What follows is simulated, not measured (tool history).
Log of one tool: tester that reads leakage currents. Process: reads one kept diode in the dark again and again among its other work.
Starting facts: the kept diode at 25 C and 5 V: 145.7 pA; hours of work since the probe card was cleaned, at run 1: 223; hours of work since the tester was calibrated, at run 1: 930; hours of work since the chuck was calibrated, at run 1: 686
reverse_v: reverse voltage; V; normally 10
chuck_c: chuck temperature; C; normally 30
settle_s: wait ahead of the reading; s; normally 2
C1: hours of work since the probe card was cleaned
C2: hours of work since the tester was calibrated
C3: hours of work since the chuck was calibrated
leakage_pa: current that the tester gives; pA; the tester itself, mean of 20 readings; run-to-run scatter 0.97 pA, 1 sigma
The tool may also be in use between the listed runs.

run 1 hour=0 | reverse_v=10 chuck_c=30 settle_s=2 | C1=223 C2=930 C3=686 | leakage_pa=295.49
run 2 hour=51.2 | reverse_v=10 chuck_c=30 settle_s=2 | C1=257 C2=964 C3=721 | leakage_pa=294.55
run 3 hour=116.5 | reverse_v=10 chuck_c=30 settle_s=2 | C1=301 C2=1008 C3=765 | leakage_pa=296.16
run 4 hour=193.7 | reverse_v=10 chuck_c=30 settle_s=2 | C1=353 C2=1060 C3=817 | leakage_pa=291.71
run 5 hour=271 | reverse_v=10 chuck_c=30 settle_s=2 | C1=405 C2=1112 C3=868 | leakage_pa=291.92
run 6 hour=310.8 | reverse_v=10 chuck_c=35 settle_s=2 | C1=432 C2=1139 C3=895 | leakage_pa=436.99
run 7 hour=390.8 | reverse_v=10 chuck_c=30 settle_s=2 | C1=485 C2=1192 C3=949 | leakage_pa=288.85
run 8 hour=460.4 | reverse_v=10 chuck_c=30 settle_s=0.32 | C1=532 C2=1239 C3=996 | leakage_pa=290.95
run 9 hour=524.3 | reverse_v=10 chuck_c=30 settle_s=4.27 | C1=575 C2=1282 C3=1039 | leakage_pa=286.42
run 10 hour=578.8 | reverse_v=10 chuck_c=30 settle_s=4.27 | C1=612 C2=1319 C3=1075 | leakage_pa=288.52
run 11 hour=649.9 | reverse_v=10 chuck_c=30 settle_s=4.27 | C1=659 C2=1367 C3=1123 | leakage_pa=286.32
run 12 hour=727 | reverse_v=10 chuck_c=30 settle_s=4.27 | C1=711 C2=1418 C3=1175 | leakage_pa=285.19
run 13 hour=781.1 | reverse_v=10 chuck_c=30 settle_s=4.27 | C1=748 C2=1455 C3=1211 | leakage_pa=283.01
run 14 hour=864.5 | reverse_v=10 chuck_c=30 settle_s=4.27 | C1=804 C2=1511 C3=1267 | leakage_pa=285.03
run 15 hour=924.9 | reverse_v=10 chuck_c=30 settle_s=4.27 | C1=844 C2=1551 C3=1308 | leakage_pa=282.61
-- hour=932.7 tester calibrated
run 16 hour=999.1 | reverse_v=10 chuck_c=30 settle_s=4.27 | C1=893 C2=45 C3=1356 | leakage_pa=281.51
run 17 hour=1078.4 | reverse_v=11.8 chuck_c=30 settle_s=7.6 | C1=946 C2=98 C3=1410 | leakage_pa=306.15
-- hour=1086.9 tester calibrated, once more
run 18 hour=1143.1 | reverse_v=2 chuck_c=30 settle_s=2.66 | C1=988 C2=38 C3=1452 | leakage_pa=114.16
run 19 hour=1204.6 | reverse_v=2 chuck_c=30 settle_s=2.66 | C1=1029 C2=79 C3=1493 | leakage_pa=113.25
run 20 hour=1241.4 | reverse_v=2 chuck_c=37 settle_s=2.66 | C1=1054 C2=104 C3=1518 | leakage_pa=199.72
run 21 hour=1306.1 | reverse_v=8.2 chuck_c=56 settle_s=2 | C1=1098 C2=147 C3=1561 | leakage_pa=1766.58
-- hour=1373.1 chuck's temperature calibrated
run 22 hour=1373.1 | reverse_v=10 chuck_c=30 settle_s=0.76 | C1=1141 C2=191 C3=0 | leakage_pa=339.53
run 23 hour=1423.6 | reverse_v=2.3 chuck_c=28 settle_s=0.57 | C1=1175 C2=225 C3=34 | leakage_pa=127.82
run 24 hour=1501.1 | reverse_v=10 chuck_c=30 settle_s=6.41 | C1=1227 C2=277 C3=86 | leakage_pa=336.36
run 25 hour=1585.1 | reverse_v=5.1 chuck_c=30 settle_s=8.97 | C1=1284 C2=333 C3=142 | leakage_pa=227.85
run 26 hour=1665.8 | reverse_v=1.4 chuck_c=38 settle_s=1.99 | C1=1338 C2=388 C3=197 | leakage_pa=209.68
run 27 hour=1747.8 | reverse_v=10 chuck_c=28 settle_s=2 | C1=1393 C2=443 C3=252 | leakage_pa=283.42
run 28 hour=1795.4 | reverse_v=10 chuck_c=28 settle_s=2 | C1=1425 C2=475 C3=284 | leakage_pa=281.46

Predict each of these 3 candidate next runs independently; none follows another, all start after run 28:
run A hour=1864.6 | reverse_v=10 chuck_c=20 settle_s=2 | C1=1472 C2=521 C3=330 | leakage_pa=?
run B hour=1864.6 | reverse_v=1.1 chuck_c=28 settle_s=1.77 | C1=1472 C2=521 C3=330 | leakage_pa=?
run C hour=1864.6 | reverse_v=10 chuck_c=44 settle_s=2 | C1=1472 C2=521 C3=330 | leakage_pa=?

run=A leakage_pa=152.18
run=B leakage_pa=81.72
run=C leakage_pa=958.45
Stripped of hidden state, with their random variation kept, the same runs would have yielded:
run=A leakage_pa=137.48
run=B leakage_pa=83.2
run=C leakage_pa=977.64
